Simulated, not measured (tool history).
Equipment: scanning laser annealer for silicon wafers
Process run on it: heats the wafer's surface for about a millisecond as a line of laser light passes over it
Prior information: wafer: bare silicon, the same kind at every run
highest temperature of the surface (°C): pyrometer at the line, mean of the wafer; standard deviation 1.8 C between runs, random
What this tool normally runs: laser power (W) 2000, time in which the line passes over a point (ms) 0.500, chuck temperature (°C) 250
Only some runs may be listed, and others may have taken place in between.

run     day  laser power (W)  time in which the line passes over a point (ms)  chuck temperature (°C)  highest temperature of the surface (°C)
  1   0.000             2000                                            0.500                     250                                     1031
  2   0.942             2000                                            0.500                     250                                     1026
  3   1.642             2000                                            0.613                     250                                     1123
  4   2.396             2000                                            0.457                     250                                      987
  5   3.021             2000                                            0.457                     250                                      987
  6   3.588             1881                                            0.457                     250                                      936
  7   4.538             2000                                            0.500                     250                                     1023
  8   5.100             2000                                            0.500                     250                                     1023
  9   5.588             2125                                            0.500                     250                                     1073
 10   6.008             2000                                            0.500                     250                                     1021
 11   6.658             2000                                            0.500                     250                                     1019
 12   7.171             2000                                            0.500                     250                                     1019
 13   8.100             2000                                            0.500                     250                                     1015
 14   8.988             2000                                            0.500                     250                                     1020
 15   9.642             2000                                            0.376                     250                                      901
 16  10.096             2000                                            0.500                     250                                     1019
 17  10.962             2000                                            0.500                     250                                     1014
 18  11.392             2000                                            0.500                     231                                      998
 19  11.950             2000                                            0.500                     231                                      998
 20  12.508             2000                                            0.500                     231                                      994
 21  13.171             1745                                            0.456                     250                                      879
 22  13.642             1851                                            0.484                     250                                      942
 23  14.354             1992                                            0.387                     274                                      928
 24  15.083             2000                                            0.381                     239                                      889
 25  15.929             2014                                            0.500                     266                                     1032
 26  16.671             2014                                            0.483                     279                                     1031
 27  17.117             2014                                            0.483                     279                                     1031
 28  17.504             2014                                            0.483                     279                                     1029
 29  18.417             2014                                            0.483                     279                                     1027
 30  18.908             2014                                            0.483                     279                                     1027
 31  19.638             2014                                            0.483                     279                                     1027
 32  20.117             2014                                            0.483                     279                                     1026
 33  20.617             2014                                            0.483                     219                                      966
 34  21.138             2014                                            0.358                     236                                      863
 35  21.825             2014                                            0.358                     236                                      863
 36  22.208             2014                                            0.358                     236                                      858
 37  22.896             2095                                            0.500                     281                                     1073
 38  23.308             2126                                            0.377                     266                                      947
 39  23.850             1800                                            0.472                     290                                      940
 40  24.421             1750                                            0.472                     248                                      881

Had the tool no unlogged condition, and each run kept its random variation, what would the results have been?
Hidden state at play: light that passes the window, % of a clean one's; laser's true power over the reading, %; width of the line over the set one, %; drift of the gauge itself on peak_c, C.
run  highest temperature of the surface (°C)
  1                                     1048
  2                                     1045
  3                                     1145
  4                                     1006
  5                                     1007
  6                                      955
  7                                     1045
  8                                     1046
  9                                     1099
 10                                     1045
 11                                     1044
 12                                     1045
 13                                     1042
 14                                     1047
 15                                      925
 16                                     1047
 17                                     1044
 18                                     1028
 19                                     1028
 20                                     1025
 21                                      905
 22                                      971
 23                                      957
 24                                      918
 25                                     1068
 26                                     1066
 27                                     1067
 28                                     1065
 29                                     1064
 30                                     1065
 31                                     1065
 32                                     1065
 33                                     1005
 34                                      896
 35                                      897
 36                                      893
 37                                     1118
 38                                      986
 39                                      978
 40                                      918
